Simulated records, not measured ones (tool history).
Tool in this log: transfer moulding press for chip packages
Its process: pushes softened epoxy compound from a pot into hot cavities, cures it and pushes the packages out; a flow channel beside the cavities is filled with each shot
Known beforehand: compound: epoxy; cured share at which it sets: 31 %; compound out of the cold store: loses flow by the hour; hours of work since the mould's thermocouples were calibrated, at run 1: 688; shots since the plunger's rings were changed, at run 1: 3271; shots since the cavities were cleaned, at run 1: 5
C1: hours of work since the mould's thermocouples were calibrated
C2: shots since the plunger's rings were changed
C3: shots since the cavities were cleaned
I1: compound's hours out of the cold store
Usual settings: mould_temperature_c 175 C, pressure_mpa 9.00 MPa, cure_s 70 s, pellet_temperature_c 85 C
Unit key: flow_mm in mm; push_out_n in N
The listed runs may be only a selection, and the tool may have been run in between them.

{"run": 1, "day": 0.0, "mould_temperature_c": 175, "pressure_mpa": 9.0, "cure_s": 70, "pellet_temperature_c": 85, "C1": 688, "C2": 3271, "C3": 5, "I1": 37.5, "flow_mm": 703, "push_out_n": 381}
{"run": 2, "day": 2.142, "mould_temperature_c": 175, "pressure_mpa": 7.02, "cure_s": 70, "pellet_temperature_c": 85, "C1": 714, "C2": 3960, "C3": 694, "I1": 22.6, "flow_mm": 648, "push_out_n": 642}
{"day": 3.342, "done": "plunger's sealing rings changed"}
{"day": 3.679, "done": "cavities cleaned with cleaning compound and waxed"}
{"run": 3, "day": 4.133, "mould_temperature_c": 175, "pressure_mpa": 7.02, "cure_s": 70, "pellet_temperature_c": 85, "C1": 736, "C2": 235, "C3": 146, "I1": 8.3, "flow_mm": 717, "push_out_n": 493}
{"day": 5.558, "done": "mould's thermocouples calibrated"}
{"run": 4, "day": 6.867, "mould_temperature_c": 175, "pressure_mpa": 7.02, "cure_s": 70, "pellet_temperature_c": 80, "C1": 16, "C2": 1088, "C3": 999, "I1": 21.3, "flow_mm": 679, "push_out_n": 738}
{"day": 7.25, "done": "cavities cleaned with cleaning compound and waxed"}
{"run": 5, "day": 8.442, "mould_temperature_c": 175, "pressure_mpa": 7.02, "cure_s": 70, "pellet_temperature_c": 80, "C1": 34, "C2": 1576, "C3": 384, "I1": 39.4, "flow_mm": 628, "push_out_n": 598}
{"day": 10.733, "done": "cavities cleaned with cleaning compound and waxed"}
{"run": 6, "day": 11.983, "mould_temperature_c": 175, "pressure_mpa": 9.0, "cure_s": 70, "pellet_temperature_c": 85, "C1": 76, "C2": 2695, "C3": 403, "I1": 43.4, "flow_mm": 698, "push_out_n": 597}
{"day": 14.204, "done": "cavities cleaned with cleaning compound and waxed"}
{"run": 7, "day": 15.017, "mould_temperature_c": 175, "pressure_mpa": 9.0, "cure_s": 70, "pellet_temperature_c": 85, "C1": 113, "C2": 3652, "C3": 262, "I1": 46.1, "flow_mm": 676, "push_out_n": 529}
{"day": 17.296, "done": "plunger's sealing rings changed"}
{"run": 8, "day": 17.538, "mould_temperature_c": 175, "pressure_mpa": 9.0, "cure_s": 70, "pellet_temperature_c": 79, "C1": 142, "C2": 78, "C3": 1040, "I1": 23.5, "flow_mm": 772, "push_out_n": 758}
{"day": 17.912, "done": "cavities cleaned with cleaning compound and waxed"}
{"run": 9, "day": 19.7, "mould_temperature_c": 175, "pressure_mpa": 9.0, "cure_s": 70, "pellet_temperature_c": 85, "C1": 167, "C2": 754, "C3": 576, "I1": 38.5, "flow_mm": 723, "push_out_n": 643}
{"day": 21.592, "done": "cavities cleaned with cleaning compound and waxed"}
{"run": 10, "day": 21.617, "mould_temperature_c": 175, "pressure_mpa": 9.0, "cure_s": 70, "pellet_temperature_c": 85, "C1": 190, "C2": 1350, "C3": 7, "I1": 41.7, "flow_mm": 700, "push_out_n": 389}
{"run": 11, "day": 23.867, "mould_temperature_c": 175, "pressure_mpa": 9.0, "cure_s": 70, "pellet_temperature_c": 85, "C1": 217, "C2": 2076, "C3": 733, "I1": 31.2, "flow_mm": 729, "push_out_n": 691}
{"day": 25.188, "done": "cavities cleaned with cleaning compound and waxed"}
{"run": 12, "day": 26.692, "mould_temperature_c": 175, "pressure_mpa": 9.0, "cure_s": 70, "pellet_temperature_c": 93, "C1": 251, "C2": 2965, "C3": 485, "I1": 37.4, "flow_mm": 708, "push_out_n": 622}
{"run": 13, "day": 28.562, "mould_temperature_c": 175, "pressure_mpa": 9.0, "cure_s": 105, "pellet_temperature_c": 93, "C1": 273, "C2": 3567, "C3": 1087, "I1": 24.2, "flow_mm": 733, "push_out_n": 546}
{"day": 28.946, "done": "cavities cleaned with cleaning compound and waxed"}
{"day": 30.996, "done": "plunger's sealing rings changed"}
{"run": 14, "day": 30.996, "mould_temperature_c": 178, "pressure_mpa": 9.0, "cure_s": 70, "pellet_temperature_c": 86, "C1": 301, "C2": 0, "C3": 628, "I1": 32.5, "flow_mm": 720, "push_out_n": 575}
{"day": 32.667, "done": "cavities cleaned with cleaning compound and waxed"}
{"run": 15, "day": 32.725, "mould_temperature_c": 168, "pressure_mpa": 9.0, "cure_s": 70, "pellet_temperature_c": 75, "C1": 321, "C2": 536, "C3": 19, "I1": 38.5, "flow_mm": 734, "push_out_n": 634}
{"run": 16, "day": 35.825, "mould_temperature_c": 168, "pressure_mpa": 9.0, "cure_s": 70, "pellet_temperature_c": 76, "C1": 359, "C2": 1534, "C3": 1017, "I1": 36.0, "flow_mm": 729, "push_out_n": 1083}
{"day": 36.158, "done": "cavities cleaned with cleaning compound and waxed"}
{"run": 17, "day": 37.508, "mould_temperature_c": 172, "pressure_mpa": 9.0, "cure_s": 99, "pellet_temperature_c": 85, "C1": 379, "C2": 2056, "C3": 435, "I1": 8.9, "flow_mm": 791, "push_out_n": 496}
{"day": 39.7, "done": "cavities cleaned with cleaning compound and waxed"}
{"run": 18, "day": 39.729, "mould_temperature_c": 172, "pressure_mpa": 9.0, "cure_s": 99, "pellet_temperature_c": 85, "C1": 405, "C2": 2752, "C3": 10, "I1": 13.3, "flow_mm": 777, "push_out_n": 318}
{"run": 19, "day": 42.15, "mould_temperature_c": 175, "pressure_mpa": 9.04, "cure_s": 70, "pellet_temperature_c": 85, "C1": 434, "C2": 3531, "C3": 789, "I1": 45.0, "flow_mm": 687, "push_out_n": 640}
{"day": 43.271, "done": "cavities cleaned with cleaning compound and waxed"}
{"day": 44.733, "done": "plunger's sealing rings changed"}
{"run": 20, "day": 45.654, "mould_temperature_c": 180, "pressure_mpa": 9.29, "cure_s": 96, "pellet_temperature_c": 76, "C1": 475, "C2": 296, "C3": 734, "I1": 28.1, "flow_mm": 763, "push_out_n": 524}
{"day": 46.883, "done": "cavities cleaned with cleaning compound and waxed"}
{"run": 21, "day": 47.8, "mould_temperature_c": 180, "pressure_mpa": 9.29, "cure_s": 96, "pellet_temperature_c": 76, "C1": 500, "C2": 966, "C3": 294, "I1": 38.7, "flow_mm": 719, "push_out_n": 423}
{"day": 50.354, "done": "cavities cleaned with cleaning compound and waxed"}
{"run": 22, "day": 50.679, "mould_temperature_c": 180, "pressure_mpa": 9.29, "cure_s": 96, "pellet_temperature_c": 76, "C1": 534, "C2": 1873, "C3": 104, "I1": 23.0, "flow_mm": 747, "push_out_n": 356}
{"run": 23, "day": 52.467, "mould_temperature_c": 175, "pressure_mpa": 7.69, "cure_s": 70, "pellet_temperature_c": 85, "C1": 556, "C2": 2449, "C3": 680, "I1": 10.1, "flow_mm": 729, "push_out_n": 641}
{"day": 53.838, "done": "cavities cleaned with cleaning compound and waxed"}
{"run": 24, "day": 54.496, "mould_temperature_c": 175, "pressure_mpa": 8.73, "cure_s": 73, "pellet_temperature_c": 85, "C1": 580, "C2": 3083, "C3": 213, "I1": 25.9, "flow_mm": 720, "push_out_n": 475}
{"run": 25, "day": 55.933, "mould_temperature_c": 175, "pressure_mpa": 8.73, "cure_s": 73, "pellet_temperature_c": 85, "C1": 597, "C2": 3544, "C3": 674, "I1": 19.1, "flow_mm": 723, "push_out_n": 628}
{"day": 57.342, "done": "cavities cleaned with cleaning compound and waxed"}
{"day": 58.717, "done": "plunger's sealing rings changed"}
{"run": 26, "day": 59.071, "mould_temperature_c": 170, "pressure_mpa": 8.37, "cure_s": 70, "pellet_temperature_c": 85, "C1": 633, "C2": 114, "C3": 522, "I1": 23.3, "flow_mm": 747, "push_out_n": 821}

What if the next run were any one of these 4? Each begins from the tool's condition after run 26:
{"day": 60.9, "done": "cavities cleaned with cleaning compound and waxed"}
{"run": "A", "day": 62.604, "mould_temperature_c": 170, "pressure_mpa": 8.37, "cure_s": 70, "pellet_temperature_c": 85, "C1": 675, "C2": 1232, "C3": 549, "I1": 15.5, "flow_mm": "?", "push_out_n": "?"}
{"day": 60.9, "done": "cavities cleaned with cleaning compound and waxed"}
{"run": "B", "day": 62.604, "mould_temperature_c": 175, "pressure_mpa": 8.04, "cure_s": 79, "pellet_temperature_c": 91, "C1": 675, "C2": 1232, "C3": 549, "I1": 32.8, "flow_mm": "?", "push_out_n": "?"}
{"day": 60.9, "done": "cavities cleaned with cleaning compound and waxed"}
{"run": "C", "day": 62.604, "mould_temperature_c": 181, "pressure_mpa": 9.0, "cure_s": 85, "pellet_temperature_c": 85, "C1": 675, "C2": 1232, "C3": 549, "I1": 21.8, "flow_mm": "?", "push_out_n": "?"}
{"day": 60.9, "done": "cavities cleaned with cleaning compound and waxed"}
{"run": "D", "day": 62.604, "mould_temperature_c": 170, "pressure_mpa": 7.97, "cure_s": 70, "pellet_temperature_c": 85, "C1": 675, "C2": 1232, "C3": 549, "I1": 35.9, "flow_mm": "?", "push_out_n": "?"}

run=A flow_mm=766 push_out_n=825
run=B flow_mm=688 push_out_n=516
run=C flow_mm=743 push_out_n=486
run=D flow_mm=677 push_out_n=784
Without the tool's hidden state the same runs would have given:
run=A flow_mm=781 push_out_n=589
run=B flow_mm=701 push_out_n=337
run=C flow_mm=757 push_out_n=310
run=D flow_mm=691 push_out_n=555
